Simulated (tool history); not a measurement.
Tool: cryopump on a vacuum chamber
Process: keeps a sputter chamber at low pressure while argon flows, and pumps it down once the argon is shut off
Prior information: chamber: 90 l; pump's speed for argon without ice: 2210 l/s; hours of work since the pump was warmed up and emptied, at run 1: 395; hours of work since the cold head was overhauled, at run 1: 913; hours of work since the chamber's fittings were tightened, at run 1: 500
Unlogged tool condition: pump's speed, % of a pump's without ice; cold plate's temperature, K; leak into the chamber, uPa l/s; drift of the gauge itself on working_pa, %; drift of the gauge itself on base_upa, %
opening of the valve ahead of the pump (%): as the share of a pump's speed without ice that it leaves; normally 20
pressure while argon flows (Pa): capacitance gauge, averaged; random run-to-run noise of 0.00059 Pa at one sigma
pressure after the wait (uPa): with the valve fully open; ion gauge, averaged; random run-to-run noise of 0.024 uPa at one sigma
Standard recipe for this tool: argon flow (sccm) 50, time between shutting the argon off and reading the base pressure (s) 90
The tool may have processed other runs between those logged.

run	hour	argon flow (sccm)	time between shutting the argon off and reading the base pressure (s)	opening of the valve ahead of the pump (%)	hours of work since the pump was warmed up and emptied	hours of work since the cold head was overhauled	hours of work since the chamber's fittings were tightened	pressure while argon flows (Pa)	pressure after the wait (uPa)
1	0.0	50	90	20	395	913	500	0.1967	0.96
2	53.2	50	90	20	438	956	542	0.1975	1.02
# hour 77.4: pump warmed up, emptied and cooled again
3	101.5	50	90	20	19	991	577	0.1915	0.98
4	188.7	50	90	20	89	1061	647	0.1926	1.03
5	247.7	78	90	20	137	1109	695	0.3019	0.99
6	321.6	78	90	20	196	1168	754	0.3026	1.05
7	391.7	50	90	20	253	1224	811	0.1948	1.07
8	458.7	50	90	20	307	1278	864	0.1960	1.10
9	513.9	50	90	20	351	1323	909	0.1971	1.07
10	558.7	50	90	20	387	1359	945	0.1971	1.07
11	629.4	50	90	20	444	1415	1002	0.1974	1.11
# hour 642.2: pump warmed up, emptied and cooled again
12	720.0	50	90	20	62	1484	1070	0.1912	1.06
13	781.7	50	90	24	112	1534	1120	0.1607	1.10
14	835.3	80	90	20	155	1577	1163	0.3105	1.05
15	900.6	80	90	20	208	1629	1216	0.3117	1.11
16	966.1	91	128	20	260	1682	1268	0.3546	0.95
17	1026.7	50	90	39	309	1731	1317	0.1016	1.15
18	1112.7	44	282	34	378	1800	1386	0.1040	0.70
19	1150.9	23	282	26	409	1831	1417	0.0702	0.67
20	1192.4	50	272	60	442	1864	1450	0.0696	0.70
# hour 1212.2: pump warmed up, emptied and cooled again
21	1267.4	50	272	60	44	1920	1507	0.0658	0.68
22	1334.1	33	133	25	98	1974	1560	0.1018	0.95
23	1391.0	90	80	20	144	2020	1606	0.3482	1.27
24	1462.1	64	129	19	201	2077	1663	0.2632	0.96
25	1544.6	50	258	20	267	2143	1730	0.1962	0.72
26	1585.7	50	258	20	300	2176	1763	0.1947	0.78
27	1650.7	50	258	20	353	2229	1815	0.1956	0.78
28	1718.8	53	26	18	407	2283	1870	0.2310	3.06
29	1766.6	24	88	18	446	2322	1908	0.1054	1.28

Here are 4 independent what-if runs from the current tool condition. What would each one return?
# hour 1778.5: pump warmed up, emptied and cooled again
A	1852.5	35	90	20	59	2387	1973	?	?
# hour 1778.5: pump warmed up, emptied and cooled again
B	1852.5	46	88	18	59	2387	1973	?	?
# hour 1778.5: pump warmed up, emptied and cooled again
C	1852.5	24	88	22	59	2387	1973	?	?
# hour 1778.5: pump warmed up, emptied and cooled again
D	1852.5	41	90	38	59	2387	1973	?	?

run	pressure while argon flows (Pa)	pressure after the wait (uPa)
A	0.1347	1.25
B	0.1971	1.23
C	0.0843	1.31
D	0.0836	1.24
Stripped of hidden state, with their random variation kept, the same runs would have yielded:
run	pressure while argon flows (Pa)	pressure after the wait (uPa)
A	0.1336	0.89
B	0.1956	0.86
C	0.0835	0.93
D	0.0823	0.87
